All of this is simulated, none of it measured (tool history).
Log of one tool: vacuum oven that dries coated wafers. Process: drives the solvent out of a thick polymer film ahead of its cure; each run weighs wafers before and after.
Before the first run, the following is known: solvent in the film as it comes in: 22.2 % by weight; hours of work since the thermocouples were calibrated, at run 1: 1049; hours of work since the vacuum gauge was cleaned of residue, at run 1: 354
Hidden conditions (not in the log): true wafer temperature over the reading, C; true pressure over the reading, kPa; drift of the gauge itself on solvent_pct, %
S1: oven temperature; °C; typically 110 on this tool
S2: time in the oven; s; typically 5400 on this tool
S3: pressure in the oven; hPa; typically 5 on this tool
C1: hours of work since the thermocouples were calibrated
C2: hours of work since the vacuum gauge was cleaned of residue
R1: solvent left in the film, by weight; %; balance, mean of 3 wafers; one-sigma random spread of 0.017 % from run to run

run 1 hour=0 | S1=110 S2=5400 S3=5 | C1=1049 C2=354 | R1=2.17
run 2 hour=66.6 | S1=110 S2=5400 S3=5 | C1=1085 C2=389 | R1=2.16
run 3 hour=125.4 | S1=110 S2=5400 S3=5 | C1=1116 C2=420 | R1=2.18
run 4 hour=214.3 | S1=110 S2=5400 S3=5 | C1=1163 C2=468 | R1=2.2
run 5 hour=282.7 | S1=110 S2=5400 S3=5 | C1=1199 C2=504 | R1=2.19
run 6 hour=344.1 | S1=110 S2=3060 S3=5 | C1=1232 C2=536 | R1=5.37
run 7 hour=452.8 | S1=110 S2=3060 S3=5.99 | C1=1290 C2=594 | R1=5.36
run 8 hour=497.3 | S1=110 S2=5400 S3=5 | C1=1313 C2=618 | R1=2.27
run 9 hour=590.8 | S1=110 S2=5400 S3=5 | C1=1363 C2=667 | R1=2.27
run 10 hour=700.5 | S1=110 S2=5400 S3=5 | C1=1421 C2=725 | R1=2.29
-- hour=712.9 oven's thermocouples calibrated
run 11 hour=765.3 | S1=110 S2=5400 S3=5 | C1=28 C2=759 | R1=2.05
run 12 hour=832.7 | S1=110 S2=5400 S3=5 | C1=64 C2=795 | R1=2.04
run 13 hour=928 | S1=110 S2=5400 S3=5 | C1=114 C2=845 | R1=2.07
run 14 hour=993.4 | S1=110 S2=5400 S3=5 | C1=149 C2=880 | R1=2.1
run 15 hour=1065.2 | S1=110 S2=9060 S3=5 | C1=187 C2=918 | R1=0.64
run 16 hour=1125 | S1=110 S2=9060 S3=5 | C1=219 C2=950 | R1=0.69
run 17 hour=1186.7 | S1=110 S2=9060 S3=5 | C1=251 C2=982 | R1=0.65
-- hour=1276.2 vacuum gauge cleaned of residue and calibrated
run 18 hour=1296 | S1=119 S2=9060 S3=4.52 | C1=309 C2=10 | R1=0.16
run 19 hour=1355.5 | S1=119 S2=9060 S3=4.52 | C1=340 C2=42 | R1=0.17
run 20 hour=1435.5 | S1=119 S2=9060 S3=4.52 | C1=382 C2=84 | R1=0.14
run 21 hour=1487.3 | S1=120 S2=8400 S3=3.7 | C1=410 C2=112 | R1=0.17

What does the tool deliver on the next run?
run 22 hour=1576.3 | S1=120 S2=8400 S3=3.7 | C1=457 C2=159 | R1=?

Run 22 produced R1 0.18 %.
If the tool had no hidden condition, the same run with the same run-to-run variation would have returned R1 0.16 %.
